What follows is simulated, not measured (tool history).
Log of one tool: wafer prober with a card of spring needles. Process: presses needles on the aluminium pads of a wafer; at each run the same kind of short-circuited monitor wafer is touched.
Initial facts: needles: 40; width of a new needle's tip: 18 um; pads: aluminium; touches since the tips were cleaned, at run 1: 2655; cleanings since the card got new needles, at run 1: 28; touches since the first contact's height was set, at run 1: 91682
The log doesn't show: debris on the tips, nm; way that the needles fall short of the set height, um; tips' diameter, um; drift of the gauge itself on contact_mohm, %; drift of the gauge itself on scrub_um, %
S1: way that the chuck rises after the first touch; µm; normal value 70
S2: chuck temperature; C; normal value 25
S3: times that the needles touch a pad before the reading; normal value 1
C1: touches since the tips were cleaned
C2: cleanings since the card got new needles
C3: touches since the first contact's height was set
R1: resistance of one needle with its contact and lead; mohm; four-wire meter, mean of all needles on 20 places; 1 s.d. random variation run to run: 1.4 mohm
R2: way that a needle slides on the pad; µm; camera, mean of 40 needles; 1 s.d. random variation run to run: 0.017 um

| run | hour | S1 | S2 | S3 | C1 | C2 | C3 | R1 | R2 |
|---|---|---|---|---|---|---|---|---|---|
| 1 | 0.0 | 70 | 25 | 1 | 2655 | 28 | 91682 | 193 | 14.25 |
|  | 5.3 | height of the first contact set anew |
|  | 13.3 | tips cleaned on abrasive film |
| 2 | 19.2 | 70 | 25 | 1 | 3182 | 29 | 7368 | 209 | 14.39 |
|  | 31.1 | tips cleaned on abrasive film |
| 3 | 37.3 | 53 | 25 | 1 | 3264 | 30 | 16949 | 289 | 10.86 |
|  | 48.8 | tips cleaned on abrasive film |
| 4 | 55.9 | 53 | 73 | 1 | 3765 | 31 | 26853 | 293 | 10.86 |
|  | 66.0 | tips cleaned on abrasive film |
| 5 | 70.2 | 70 | 25 | 1 | 2223 | 32 | 34430 | 190 | 14.33 |
| 6 | 81.7 | 70 | 25 | 1 | 8405 | 32 | 40612 | 262 | 14.32 |
|  | 83.5 | tips cleaned on abrasive film |
| 7 | 92.4 | 69 | 25 | 1 | 4738 | 33 | 46250 | 232 | 14.11 |
|  | 101.5 | tips cleaned on abrasive film |
| 8 | 105.2 | 69 | 25 | 1 | 1954 | 34 | 53032 | 188 | 14.09 |
|  | 119.0 | tips cleaned on abrasive film |
| 9 | 122.1 | 69 | 25 | 1 | 1657 | 35 | 62019 | 187 | 14.08 |
|  | 136.0 | tips cleaned on abrasive film |
| 10 | 138.6 | 61 | 41 | 2 | 1374 | 36 | 70797 | 168 | 12.44 |
| 11 | 147.1 | 61 | 41 | 2 | 5924 | 36 | 75347 | 229 | 12.45 |
|  | 154.1 | tips cleaned on abrasive film |
| 12 | 164.2 | 70 | 85 | 1 | 5392 | 37 | 84411 | 243 | 14.28 |
|  | 171.6 | tips cleaned on abrasive film |
| 13 | 175.8 | 52 | 37 | 1 | 2243 | 38 | 90574 | 258 | 10.57 |
|  | 182.9 | height of the first contact set anew |
|  | 188.8 | tips cleaned on abrasive film |
| 14 | 194.5 | 89 | 113 | 1 | 3023 | 39 | 6126 | 185 | 18.24 |
|  | 205.8 | tips cleaned on abrasive film |
| 15 | 206.4 | 70 | 30 | 1 | 303 | 40 | 12450 | 153 | 14.34 |
| 16 | 220.4 | 88 | 25 | 2 | 7774 | 40 | 19921 | 175 | 18.08 |
|  | 223.8 | tips cleaned on abrasive film |
| 17 | 236.2 | 88 | 25 | 2 | 6656 | 41 | 28332 | 171 | 18.04 |

Forecast each of these 4 alternatives for the next run:
|  | 241.5 | tips cleaned on abrasive film |
| A | 255.5 | 63 | 103 | 1 | 7476 | 42 | 38571 | ? | ? |
|  | 241.5 | tips cleaned on abrasive film |
| B | 255.5 | 87 | 84 | 1 | 7476 | 42 | 38571 | ? | ? |
|  | 241.5 | tips cleaned on abrasive film |
| C | 255.5 | 70 | 65 | 2 | 7476 | 42 | 38571 | ? | ? |
|  | 241.5 | tips cleaned on abrasive film |
| D | 255.5 | 82 | 35 | 1 | 7476 | 42 | 38571 | ? | ? |

| run | R1 | R2 |
|---|---|---|
| A | 291 | 12.91 |
| B | 216 | 17.83 |
| C | 215 | 14.34 |
| D | 219 | 16.80 |
Stripped of hidden state, with their random variation kept, the same runs would have yielded:
| run | R1 | R2 |
|---|---|---|
| A | 140 | 12.97 |
| B | 130 | 17.89 |
| C | 134 | 14.40 |
| D | 118 | 16.86 |
